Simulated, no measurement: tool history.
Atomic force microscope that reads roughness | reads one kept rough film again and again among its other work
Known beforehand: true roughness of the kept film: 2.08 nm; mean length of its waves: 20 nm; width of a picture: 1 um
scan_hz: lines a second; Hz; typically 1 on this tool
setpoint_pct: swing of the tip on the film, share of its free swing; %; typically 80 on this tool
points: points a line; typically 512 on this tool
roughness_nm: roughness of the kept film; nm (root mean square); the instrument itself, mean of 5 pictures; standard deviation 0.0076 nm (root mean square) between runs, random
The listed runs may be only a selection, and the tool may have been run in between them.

{"run": 1, "hour": 0.0, "scan_hz": 1, "setpoint_pct": 80, "points": 512, "roughness_nm": 1.621}
{"run": 2, "hour": 23.3, "scan_hz": 0.65, "setpoint_pct": 80, "points": 512, "roughness_nm": 1.485}
{"run": 3, "hour": 36.7, "scan_hz": 0.65, "setpoint_pct": 80, "points": 512, "roughness_nm": 1.402}
{"run": 4, "hour": 53.4, "scan_hz": 0.65, "setpoint_pct": 80, "points": 512, "roughness_nm": 1.293}
{"run": 5, "hour": 80.6, "scan_hz": 0.65, "setpoint_pct": 80, "points": 512, "roughness_nm": 1.169}
{"run": 6, "hour": 105.9, "scan_hz": 1, "setpoint_pct": 80, "points": 512, "roughness_nm": 1.054}
{"hour": 117.6, "done": "new tip fitted"}
{"run": 7, "hour": 133.4, "scan_hz": 1, "setpoint_pct": 78, "points": 512, "roughness_nm": 1.512}
{"run": 8, "hour": 147.9, "scan_hz": 1, "setpoint_pct": 80, "points": 402, "roughness_nm": 1.409}
{"run": 9, "hour": 162.1, "scan_hz": 1, "setpoint_pct": 80, "points": 402, "roughness_nm": 1.32}
{"run": 10, "hour": 191.0, "scan_hz": 1, "setpoint_pct": 80, "points": 402, "roughness_nm": 1.186}
{"run": 11, "hour": 215.3, "scan_hz": 0.9, "setpoint_pct": 80, "points": 327, "roughness_nm": 1.075}
{"hour": 236.0, "done": "new tip fitted"}
{"run": 12, "hour": 240.1, "scan_hz": 1, "setpoint_pct": 68, "points": 512, "roughness_nm": 1.646}
{"run": 13, "hour": 268.6, "scan_hz": 1, "setpoint_pct": 68, "points": 512, "roughness_nm": 1.433}

Predict the results of run 14:
{"run": 14, "hour": 296.1, "scan_hz": 1, "setpoint_pct": 68, "points": 512, "roughness_nm": "?"}

roughness_nm: 1.25 nm (root mean square)
Take away the tool's hidden state, keep the run-to-run variation as it was, and the same run would have given roughness_nm 1.652 nm (root mean square).
